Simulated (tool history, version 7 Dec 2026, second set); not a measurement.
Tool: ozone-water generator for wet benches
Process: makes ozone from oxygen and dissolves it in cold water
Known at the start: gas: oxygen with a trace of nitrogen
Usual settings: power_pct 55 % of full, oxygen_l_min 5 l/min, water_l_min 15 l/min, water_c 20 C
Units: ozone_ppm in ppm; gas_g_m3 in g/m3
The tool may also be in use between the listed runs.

run,hour,power_pct,oxygen_l_min,water_l_min,water_c,ozone_ppm,gas_g_m3
1,0,55,5,15,20,16,127.2
2,159.9,55,5,15,13,17.7,127.2
3,334.2,55,5,15,13,17.6,128.4
4,495,55,5,15,21,15.6,128.2
5,667.9,55,5,15,21,15.9,127.4
6,793.3,55,5,15,20,15.6,126.5
7,917.5,55,8.08,15,20,15.5,102.7
8,1047.6,55,8.08,15,20,15.6,102.8
9,1251.9,55,8.08,14,20,16.3,103
10,1341.8,55,8.08,14,20,16,101.4
11,1536.5,55,8.08,14,20,16.2,103.1
12,1730.2,55,8.08,14,20,16.4,102
13,1829.8,55,8.08,14,20,16.1,102.8
14,2048,76,8.08,14,20,19.8,126.9
15,2207.1,55,7.03,15,20,15.9,108.6
16,2409.1,55,7.03,15,20,16.1,109.2
17,2620.9,55,7.03,15,20,15.7,108.9
18,2713.3,48,7.03,22,20,11.4,101.2
19,2813.3,61,5,11,20,20.6,137
# hour 2917.5: contactor cleaned
20,3019.9,58,7.1,10,14,22.8,112.3
21,3109.7,68,7.1,13,14,21.9,124.5
22,3284.5,68,8.39,13,14,21.8,116.8
23,3415.9,72,8.39,13,23,18.5,121.4
24,3565.2,72,8.39,13,23,18.7,120.1
25,3683.3,100,4.15,15,15,24.7,203.3
26,3784.9,42,5,13,20,14.5,106.6
27,3948.8,70,7.46,12,20,20.2,122.2
28,4121.6,70,7.46,13,20,19.7,124
29,4313.4,99,5,10,13,33.2,186.4
30,4437.9,49,3.62,18,20,12.8,136.1
31,4543.9,55,4.32,15,25,14.6,136.1
# hour 4608.8: water thermometer calibrated
32,4683.6,55,5,15,18,16.3,128

Forecast each of these 4 alternatives for the next run:
A,4783,42,5,15,20,?,?
B,4783,91,3.25,23,18,?,?
C,4783,84,5,15,18,?,?
D,4783,100,5,15,18,?,?

run,ozone_ppm,gas_g_m3
A,13.3,108.3
B,15.3,213.2
C,21.4,167
D,24.3,186
Without the tool's hidden state the same runs would have given:
run,ozone_ppm,gas_g_m3
A,13.3,108.4
B,15.3,213.6
C,21.4,167.3
D,24.3,186.3
